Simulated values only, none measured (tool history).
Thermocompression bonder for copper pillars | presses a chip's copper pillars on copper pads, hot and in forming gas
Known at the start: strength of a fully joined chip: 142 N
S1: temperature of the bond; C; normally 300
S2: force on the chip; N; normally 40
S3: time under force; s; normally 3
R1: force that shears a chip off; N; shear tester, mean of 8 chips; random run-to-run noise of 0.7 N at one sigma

run 1 hour=0 | S1=300 S2=40 S3=3 | R1=77.2
run 2 hour=18.2 | S1=300 S2=37 S3=3 | R1=75.4
run 3 hour=43 | S1=300 S2=37 S3=3 | R1=75.4
run 4 hour=65.2 | S1=300 S2=37 S3=3 | R1=75.1
run 5 hour=101.6 | S1=300 S2=37 S3=3 | R1=74.4
run 6 hour=119.1 | S1=300 S2=37 S3=3 | R1=73.6
run 7 hour=157.4 | S1=300 S2=40 S3=3 | R1=76.2
run 8 hour=182.4 | S1=300 S2=40 S3=3 | R1=76.3
run 9 hour=200 | S1=300 S2=40 S3=3 | R1=76.3
run 10 hour=217.8 | S1=300 S2=40 S3=3 | R1=75.2
run 11 hour=249.4 | S1=300 S2=28 S3=3 | R1=61.8
run 12 hour=273.9 | S1=302 S2=40 S3=3 | R1=76.8
-- hour=279.6 forming gas filter changed
run 13 hour=303.9 | S1=302 S2=40 S3=3 | R1=82.2
run 14 hour=327.2 | S1=302 S2=40 S3=3 | R1=82.8
run 15 hour=349.6 | S1=328 S2=29 S3=3 | R1=88.8
run 16 hour=381.3 | S1=328 S2=29 S3=3 | R1=88.5
run 17 hour=403.7 | S1=300 S2=39 S3=3 | R1=79.8
-- hour=408.3 heater calibrated with a thermocouple chip
run 18 hour=427.2 | S1=300 S2=39 S3=3 | R1=80.3
run 19 hour=462.2 | S1=276 S2=26 S3=3 | R1=49.4
run 20 hour=479 | S1=276 S2=26 S3=3 | R1=48.1
-- hour=499.4 heater calibrated with a thermocouple chip, once more
run 21 hour=504.5 | S1=276 S2=26 S3=3 | R1=46
run 22 hour=522.9 | S1=312 S2=52 S3=2 | R1=86.4
run 23 hour=556.2 | S1=323 S2=53 S3=2 | R1=93
run 24 hour=579.2 | S1=323 S2=53 S3=2 | R1=95.1
run 25 hour=594.8 | S1=323 S2=53 S3=2 | R1=92.6
run 26 hour=610.5 | S1=306 S2=40 S3=3 | R1=80.2
run 27 hour=637.7 | S1=272 S2=25 S3=2 | R1=35.9
run 28 hour=669.3 | S1=272 S2=25 S3=2 | R1=36.1

Each row is a separate what-if for the run after 28, all from the same tool condition, not one after another. Results?
run A hour=688.7 | S1=300 S2=30 S3=3 | R1=?
run B hour=688.7 | S1=293 S2=25 S3=2 | R1=?
run C hour=688.7 | S1=300 S2=35 S3=2 | R1=?
run D hour=688.7 | S1=272 S2=25 S3=8 | R1=?

run=A R1=65.5
run=B R1=47.2
run=C R1=61.3
run=D R1=61.7
Without the tool's unlogged condition, the same runs would have read:
run=A R1=69.3
run=B R1=49.9
run=C R1=64.9
run=D R1=65.2
